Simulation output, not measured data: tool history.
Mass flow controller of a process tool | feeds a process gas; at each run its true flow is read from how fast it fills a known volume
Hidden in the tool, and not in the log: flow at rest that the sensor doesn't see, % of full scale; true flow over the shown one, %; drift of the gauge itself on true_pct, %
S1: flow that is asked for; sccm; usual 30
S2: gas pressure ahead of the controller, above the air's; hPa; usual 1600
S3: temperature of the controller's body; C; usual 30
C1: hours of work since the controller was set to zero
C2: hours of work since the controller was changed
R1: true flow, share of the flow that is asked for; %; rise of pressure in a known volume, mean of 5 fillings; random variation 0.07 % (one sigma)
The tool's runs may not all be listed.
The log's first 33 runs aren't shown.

run    hour  S1    S2  S3    C1    C2      R1
 34  2126.7  30  2400  26  3608  3608  100.37
 35  2215.7  30  2400  26  3670  3670  100.33
 36  2259.4  30  2370  27  3701  3701  100.28
 37  2313.6  16  1440  30  3739  3739   98.95
 38  2359.4  38  1600  30  3771  3771  100.52
 39  2421.3  38  1600  30  3814  3814   100.5
 40  2491.1  38  1600  30  3863  3863  100.59
 41  2573.3   6  1860  22  3920  3920   96.82
 42  2643.6  13  1740  21  3969  3969   99.46

Run 43 comes next. What will it give?
 43  2725.3  13  1740  21  4026  4026   ?

{"run 43": {"R1": 99.49}}
Without the tool's hidden state the same run would have given R1 99.55 %.

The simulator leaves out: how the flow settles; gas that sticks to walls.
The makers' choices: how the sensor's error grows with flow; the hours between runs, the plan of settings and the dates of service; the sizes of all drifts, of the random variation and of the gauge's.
